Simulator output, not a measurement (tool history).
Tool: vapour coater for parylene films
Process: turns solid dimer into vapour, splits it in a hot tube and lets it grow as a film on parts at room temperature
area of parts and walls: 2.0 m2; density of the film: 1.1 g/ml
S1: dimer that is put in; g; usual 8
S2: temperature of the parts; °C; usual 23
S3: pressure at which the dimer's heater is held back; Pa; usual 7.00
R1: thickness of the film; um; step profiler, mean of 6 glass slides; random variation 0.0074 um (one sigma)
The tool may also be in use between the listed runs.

run 1 day=0.000 | S1=8 S2=23 S3=7.00 | R1=2.482
run 2 day=2.225 | S1=8 S2=23 S3=7.00 | R1=2.469
run 3 day=4.921 | S1=8 S2=23 S3=7.00 | R1=2.446
run 4 day=7.042 | S1=8 S2=23 S3=7.00 | R1=2.438
run 5 day=8.346 | S1=8 S2=23 S3=7.00 | R1=2.427
run 6 day=9.754 | S1=8 S2=23 S3=3.39 | R1=2.696
run 7 day=11.675 | S1=8 S2=23 S3=3.39 | R1=2.679
run 8 day=13.233 | S1=4 S2=23 S3=7.00 | R1=1.201
run 9 day=15.425 | S1=4 S2=23 S3=7.00 | R1=1.191
run 10 day=16.754 | S1=4 S2=23 S3=7.00 | R1=1.190
run 11 day=18.396 | S1=4 S2=23 S3=7.00 | R1=1.184
-- day=20.462 trap's valve overhauled
run 12 day=21.312 | S1=4 S2=23 S3=7.00 | R1=1.239
run 13 day=24.242 | S1=4 S2=23 S3=7.00 | R1=1.234
run 14 day=27.308 | S1=4 S2=23 S3=7.00 | R1=1.224
run 15 day=28.875 | S1=6 S2=23 S3=7.00 | R1=1.805
run 16 day=31.179 | S1=6 S2=23 S3=7.00 | R1=1.821
run 17 day=33.350 | S1=6 S2=23 S3=7.00 | R1=1.802
-- day=34.075 table's thermometer calibrated
run 18 day=34.800 | S1=8 S2=23 S3=7.00 | R1=2.328
run 19 day=37.162 | S1=4 S2=20 S3=7.00 | R1=1.232
run 20 day=40.096 | S1=8 S2=18 S3=7.00 | R1=2.603
-- day=40.812 trap's valve overhauled
run 21 day=42.821 | S1=11 S2=23 S3=2.29 | R1=3.941
run 22 day=45.875 | S1=11 S2=23 S3=2.29 | R1=3.909
run 23 day=47.688 | S1=11 S2=15 S3=4.65 | R1=4.277
run 24 day=50.129 | S1=3 S2=19 S3=7.34 | R1=0.972

The next listed run, before its measurement:
run 25 day=52.267 | S1=3 S2=19 S3=7.34 | R1=?

R1: 0.978 um
Without the tool's hidden state the same run would have given R1 1.008 um.
